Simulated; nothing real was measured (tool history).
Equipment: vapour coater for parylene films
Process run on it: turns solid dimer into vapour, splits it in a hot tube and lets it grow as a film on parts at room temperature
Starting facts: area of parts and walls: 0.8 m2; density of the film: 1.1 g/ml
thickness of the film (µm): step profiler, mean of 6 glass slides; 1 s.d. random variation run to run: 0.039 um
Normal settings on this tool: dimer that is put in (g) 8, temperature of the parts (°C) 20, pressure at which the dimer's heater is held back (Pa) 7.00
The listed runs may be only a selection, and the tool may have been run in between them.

| run | day | dimer that is put in (g) | temperature of the parts (°C) | pressure at which the dimer's heater is held back (Pa) | thickness of the film (µm) |
|---|---|---|---|---|---|
| 1 | 0.000 | 8 | 20 | 7.00 | 4.15 |
| 2 | 0.571 | 8 | 20 | 7.00 | 4.09 |
| 3 | 1.150 | 8 | 20 | 7.00 | 4.10 |
| 4 | 1.579 | 8 | 20 | 7.00 | 4.21 |
| 5 | 2.079 | 8 | 20 | 7.00 | 4.07 |
| 6 | 2.625 | 8 | 20 | 2.01 | 4.47 |
| 7 | 3.354 | 8 | 20 | 7.00 | 4.12 |
| 8 | 3.692 | 8 | 20 | 7.00 | 4.12 |
| 9 | 4.433 | 8 | 20 | 7.00 | 4.00 |
| 10 | 4.850 | 8 | 20 | 7.00 | 4.12 |
| 11 | 5.242 | 6 | 20 | 7.00 | 3.09 |
| 12 | 5.600 | 6 | 20 | 7.00 | 3.04 |
| 13 | 6.342 | 8 | 17 | 7.00 | 4.48 |
| 14 | 7.096 | 8 | 20 | 7.00 | 4.04 |
| 15 | 7.404 | 8 | 20 | 7.00 | 4.07 |
| 16 | 7.888 | 8 | 20 | 7.00 | 4.16 |
| 17 | 8.592 | 8 | 20 | 7.00 | 4.07 |
| 18 | 9.300 | 8 | 20 | 7.00 | 4.04 |
| 19 | 9.817 | 8 | 20 | 7.00 | 4.02 |
| 20 | 10.471 | 8 | 20 | 7.00 | 4.02 |
| 21 | 10.983 | 3 | 12 | 7.00 | 1.96 |
| 22 | 11.379 | 3 | 12 | 7.00 | 1.98 |
| 23 | 11.846 | 6 | 12 | 2.53 | 4.21 |
| 24 | 12.279 | 8 | 15 | 5.24 | 4.80 |

Run 25 is up next; what results do you expect?
| 25 | 12.804 | 6 | 17 | 7.00 | ? |

Run 25 gave thickness of the film (µm) 3.31.
With the hidden condition absent and the run-to-run variation left alone, this run would have shown thickness of the film (µm) 3.48.
